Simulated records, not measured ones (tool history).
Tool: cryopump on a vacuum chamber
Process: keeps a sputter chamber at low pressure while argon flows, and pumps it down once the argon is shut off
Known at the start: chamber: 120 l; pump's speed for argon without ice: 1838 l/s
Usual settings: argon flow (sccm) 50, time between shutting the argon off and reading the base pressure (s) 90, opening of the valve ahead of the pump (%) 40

run   hour  argon flow (sccm)  time between shutting the argon off and reading the base pressure (s)  opening of the valve ahead of the pump (%)  pressure while argon flows (Pa)  pressure after the wait (uPa)
  1      0                 50                                                                     90                                          40                           0.1296                           1.52
  2   68.5                 50                                                                     90                                          40                           0.1292                           1.52
  3  134.9                 50                                                                     90                                          40                           0.1305                           1.74
  4  176.7                 50                                                                     90                                          40                             0.13                           1.77
  5  221.7                 50                                                                     90                                          40                           0.1315                           1.75
  6  268.9                 50                                                                     89                                          40                           0.1298                           1.83
  7  310.6                 50                                                                     89                                          40                           0.1308                           1.92
  8  366.9                 50                                                                     26                                          40                           0.1333                           2.93
  9  433.7                 50                                                                     90                                          40                           0.1335                           2.01
 10  516.2                 50                                                                     90                                          40                           0.1355                            2.2
 11  573.5                 50                                                                     90                                          25                            0.204                            2.2
 12  621.8                 50                                                                     90                                          25                           0.2053                           2.39
 13    700                 50                                                                     90                                          25                           0.2058                           2.48
 14  744.1                 50                                                                     90                                          33                           0.1622                           2.49
 15    831                 50                                                                     90                                          33                           0.1635                           2.59
 16  901.1                 50                                                                     90                                          40                           0.1397                           2.75
     917.6  -- pump warmed up, emptied and cooled again
 17  992.2                 50                                                                     90                                          40                           0.1158                           2.01

Forecast run 18:
 18  1045.7                 23                                                                     45                                          40                                ?                              ?

pressure while argon flows (Pa): 0.0534
pressure after the wait (uPa): 2.5
Without the tool's hidden state the same run would have given pressure while argon flows (Pa) 0.0528, pressure after the wait (uPa) 0.95.
